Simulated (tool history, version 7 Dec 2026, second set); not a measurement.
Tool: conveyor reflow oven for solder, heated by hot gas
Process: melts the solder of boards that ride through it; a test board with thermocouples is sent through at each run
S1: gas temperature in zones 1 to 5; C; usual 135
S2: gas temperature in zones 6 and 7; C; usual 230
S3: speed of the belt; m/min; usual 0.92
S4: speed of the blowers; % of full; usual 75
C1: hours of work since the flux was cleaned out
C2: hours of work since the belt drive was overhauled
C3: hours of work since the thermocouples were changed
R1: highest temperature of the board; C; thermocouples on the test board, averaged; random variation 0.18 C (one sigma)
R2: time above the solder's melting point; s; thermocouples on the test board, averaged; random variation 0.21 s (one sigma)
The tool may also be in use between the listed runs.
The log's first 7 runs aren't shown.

| run | hour | S1 | S2 | S3 | S4 | C1 | C2 | C3 | R1 | R2 |
|---|---|---|---|---|---|---|---|---|---|---|
| 8 | 78.9 | 135 | 230 | 1.041 | 75 | 77 | 225 | 627 | 204.1 | 25 |
| 9 | 86 | 135 | 230 | 1.041 | 75 | 81 | 229 | 631 | 204.1 | 24.5 |
| 10 | 92 | 135 | 230 | 0.92 | 88 | 85 | 233 | 634 | 213.2 | 35.8 |
| 11 | 100.9 | 135 | 230 | 0.92 | 88 | 90 | 238 | 639 | 213.1 | 35.9 |
| 12 | 113.1 | 135 | 230 | 0.92 | 88 | 97 | 245 | 646 | 212.8 | 36.2 |
| 13 | 122.4 | 135 | 230 | 0.92 | 88 | 102 | 250 | 651 | 212.9 | 36 |
| 14 | 134.9 | 135 | 241 | 0.92 | 75 | 109 | 257 | 658 | 217.7 | 38.1 |
| 15 | 143.4 | 135 | 241 | 0.92 | 75 | 114 | 262 | 663 | 217.4 | 38.2 |
| 16 | 150.5 | 135 | 245 | 0.92 | 71 | 118 | 266 | 667 | 218.9 | 38.6 |
| 17 | 161.1 | 131 | 230 | 0.92 | 80 | 124 | 272 | 673 | 208.9 | 32.1 |
| 18 | 173.6 | 131 | 230 | 0.92 | 80 | 131 | 279 | 681 | 209.5 | 31.9 |
| 19 | 185.1 | 138 | 230 | 0.92 | 77 | 138 | 286 | 687 | 210 | 33.4 |
| 20 | 195.8 | 138 | 230 | 0.92 | 77 | 144 | 292 | 693 | 209.8 | 34.2 |
| 21 | 210.7 | 138 | 230 | 0.92 | 77 | 152 | 300 | 702 | 209.8 | 33.9 |
| 22 | 218 | 139 | 231 | 0.781 | 55 | 156 | 305 | 706 | 207.7 | 38.4 |
| 23 | 225.3 | 124 | 224 | 0.92 | 55 | 161 | 309 | 710 | 191.1 | 12.3 |
| 24 | 238.4 | 135 | 228 | 0.92 | 75 | 168 | 316 | 717 | 206.5 | 31.2 |
| 25 | 247.9 | 132 | 230 | 0.92 | 75 | 173 | 322 | 723 | 207.4 | 31 |
| 26 | 260.3 | 135 | 230 | 0.835 | 75 | 180 | 329 | 730 | 211.2 | 38.6 |
| 27 | 269.9 | 135 | 239 | 0.92 | 75 | 186 | 334 | 735 | 215.1 | 36.6 |
| 28 | 281.8 | 128 | 230 | 1.085 | 54 | 193 | 341 | 742 | 187.5 | 6.2 |
| 29 | 294 | 149 | 234 | 1.02 | 79 | 200 | 348 | 749 | 211.9 | 34.3 |

The next listed run, before its measurement:
| 30 | 302.5 | 140 | 237 | 1.035 | 63 | 205 | 353 | 754 | ? | ? |

{"run 30": {"R1": 204.4, "R2": 25.4}}
Without the tool's hidden state the same run would have given R1 205.3 C, R2 26.1 s.
